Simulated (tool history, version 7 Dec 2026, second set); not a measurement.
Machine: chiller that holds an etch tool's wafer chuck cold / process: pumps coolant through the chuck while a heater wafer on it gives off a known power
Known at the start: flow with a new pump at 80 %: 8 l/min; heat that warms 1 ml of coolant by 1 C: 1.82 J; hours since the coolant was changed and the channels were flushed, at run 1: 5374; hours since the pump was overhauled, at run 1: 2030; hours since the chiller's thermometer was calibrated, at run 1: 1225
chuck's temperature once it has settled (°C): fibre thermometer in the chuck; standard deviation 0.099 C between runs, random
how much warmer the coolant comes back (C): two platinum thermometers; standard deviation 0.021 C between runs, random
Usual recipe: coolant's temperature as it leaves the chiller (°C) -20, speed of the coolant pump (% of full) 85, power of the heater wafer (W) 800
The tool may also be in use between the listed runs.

run	hour	coolant's temperature as it leaves the chiller (°C)	speed of the coolant pump (% of full)	power of the heater wafer (W)	hours since the coolant was changed and the channels were flushed	hours since the pump was overhauled	hours since the chiller's thermometer was calibrated	chuck's temperature once it has settled (°C)	how much warmer the coolant comes back (C)
1	0.0	-20	85	800	5374	2030	1225	-12.57	3.11
2	70.8	-20	85	800	5445	2101	1296	-12.54	3.16
3	135.7	-28	85	800	5510	2166	1361	-20.46	3.19
4	235.5	-28	85	800	5610	2266	1460	-20.58	3.15
5	309.7	-28	85	800	5684	2340	1535	-20.53	3.14
# hour 319.9: coolant pump overhauled
6	427.0	-20	85	885	5796	107	1647	-11.68	3.53
7	530.4	-20	85	885	5900	211	1750	-11.73	3.56
8	636.1	-20	85	885	6005	316	1856	-11.56	3.54
9	697.8	-16	85	800	6067	378	1918	-8.30	3.20
10	779.1	-16	85	800	6148	459	1999	-8.43	3.22
# hour 822.5: coolant changed, channels flushed
11	884.6	-21	65	580	62	559	2098	-14.60	3.14
# hour 953.3: coolant pump overhauled, once more
12	985.1	-21	65	580	158	32	2194	-14.73	2.98
13	1084.8	-14	61	527	257	131	2294	-7.97	2.96
14	1198.1	-17	80	520	371	245	2407	-12.05	2.15

Run 15 comes next. What will it give?
15	1294.7	-17	80	520	467	341	2504	?	?

{"run 15": {"chuck's temperature once it has settled (°C)": -12.05, "how much warmer the coolant comes back (C)": 2.11}}
Minus the tool's unlogged condition, the same run would have read chuck's temperature once it has settled (°C) -12.52, how much warmer the coolant comes back (C) 2.10.

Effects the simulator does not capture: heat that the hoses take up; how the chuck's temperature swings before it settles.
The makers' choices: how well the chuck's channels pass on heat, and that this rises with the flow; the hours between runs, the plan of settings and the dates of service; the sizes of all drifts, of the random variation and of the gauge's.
